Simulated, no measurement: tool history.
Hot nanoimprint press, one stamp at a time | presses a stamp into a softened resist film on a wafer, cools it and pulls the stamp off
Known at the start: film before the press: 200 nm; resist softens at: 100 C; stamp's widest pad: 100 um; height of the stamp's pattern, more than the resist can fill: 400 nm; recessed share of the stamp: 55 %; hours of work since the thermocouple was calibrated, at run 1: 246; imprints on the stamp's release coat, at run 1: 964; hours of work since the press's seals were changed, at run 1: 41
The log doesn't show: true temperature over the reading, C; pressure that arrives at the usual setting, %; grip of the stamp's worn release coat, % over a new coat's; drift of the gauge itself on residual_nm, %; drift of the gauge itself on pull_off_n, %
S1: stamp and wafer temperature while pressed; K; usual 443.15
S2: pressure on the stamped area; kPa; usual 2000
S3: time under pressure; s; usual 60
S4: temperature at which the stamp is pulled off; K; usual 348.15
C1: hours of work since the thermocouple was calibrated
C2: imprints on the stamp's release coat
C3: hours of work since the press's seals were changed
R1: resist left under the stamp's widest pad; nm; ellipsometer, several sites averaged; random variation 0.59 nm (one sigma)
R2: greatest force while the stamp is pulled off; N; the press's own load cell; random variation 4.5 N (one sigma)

run 1 hour=0 | S1=443.15 S2=2000 S3=60 S4=348.15 | C1=246 C2=964 C3=41 | R1=86.7 R2=218
-- hour=21.5 stamp cleaned and given a new release coat
run 2 hour=25.9 | S1=443.15 S2=2000 S3=60 S4=348.15 | C1=262 C2=26 C3=56 | R1=85.7 R2=223
run 3 hour=42 | S1=443.15 S2=2000 S3=60 S4=348.15 | C1=274 C2=123 C3=69 | R1=86.7 R2=220
run 4 hour=59.6 | S1=443.15 S2=2000 S3=60 S4=348.15 | C1=288 C2=230 C3=82 | R1=86.6 R2=226
run 5 hour=97.1 | S1=443.15 S2=2000 S3=60 S4=348.15 | C1=317 C2=458 C3=112 | R1=86.5 R2=216
run 6 hour=132.4 | S1=443.15 S2=2000 S3=60 S4=348.15 | C1=344 C2=672 C3=139 | R1=86.3 R2=220
run 7 hour=153.7 | S1=443.15 S2=2000 S3=57 S4=348.15 | C1=361 C2=802 C3=155 | R1=88 R2=228
run 8 hour=171.2 | S1=439.15 S2=1600 S3=37 S4=347.15 | C1=375 C2=907 C3=169 | R1=131.9 R2=226
-- hour=200.8 stamp cleaned and given a new release coat
run 9 hour=202.9 | S1=439.15 S2=1270 S3=118 S4=347.15 | C1=394 C2=12 C3=189 | R1=103.6 R2=219
run 10 hour=220 | S1=439.15 S2=1270 S3=118 S4=346.15 | C1=408 C2=116 C3=202 | R1=103.7 R2=221
run 11 hour=245.9 | S1=443.15 S2=2000 S3=63 S4=346.15 | C1=428 C2=273 C3=222 | R1=84 R2=224
run 12 hour=273.3 | S1=443.15 S2=2000 S3=43 S4=341.15 | C1=449 C2=439 C3=243 | R1=97.3 R2=242
-- hour=309.4 plate thermocouple calibrated
run 13 hour=311.9 | S1=436.15 S2=2000 S3=110 S4=355.15 | C1=2 C2=656 C3=271 | R1=98.4 R2=204

5 ways to go on from here, each from the tool as it stands after run 13. What would each give?
run A hour=332 | S1=450.15 S2=1860 S3=60 S4=343.15 | C1=18 C2=778 C3=287 | R1=? R2=?
run B hour=332 | S1=443.15 S2=1800 S3=60 S4=348.15 | C1=18 C2=778 C3=287 | R1=? R2=?
run C hour=332 | S1=443.15 S2=2000 S3=60 S4=341.15 | C1=18 C2=778 C3=287 | R1=? R2=?
run D hour=332 | S1=443.15 S2=1940 S3=60 S4=348.15 | C1=18 C2=778 C3=287 | R1=? R2=?
run E hour=332 | S1=441.15 S2=2000 S3=110 S4=355.15 | C1=18 C2=778 C3=287 | R1=? R2=?

run=A R1=65.5 R2=223
run=B R1=90.9 R2=221
run=C R1=85.8 R2=230
run=D R1=87.1 R2=219
run=E R1=77.1 R2=212
Without the tool's hidden state the same runs would have given:
run=A R1=65.5 R2=222
run=B R1=90.9 R2=219
run=C R1=85.8 R2=229
run=D R1=87.1 R2=218
run=E R1=77.1 R2=211

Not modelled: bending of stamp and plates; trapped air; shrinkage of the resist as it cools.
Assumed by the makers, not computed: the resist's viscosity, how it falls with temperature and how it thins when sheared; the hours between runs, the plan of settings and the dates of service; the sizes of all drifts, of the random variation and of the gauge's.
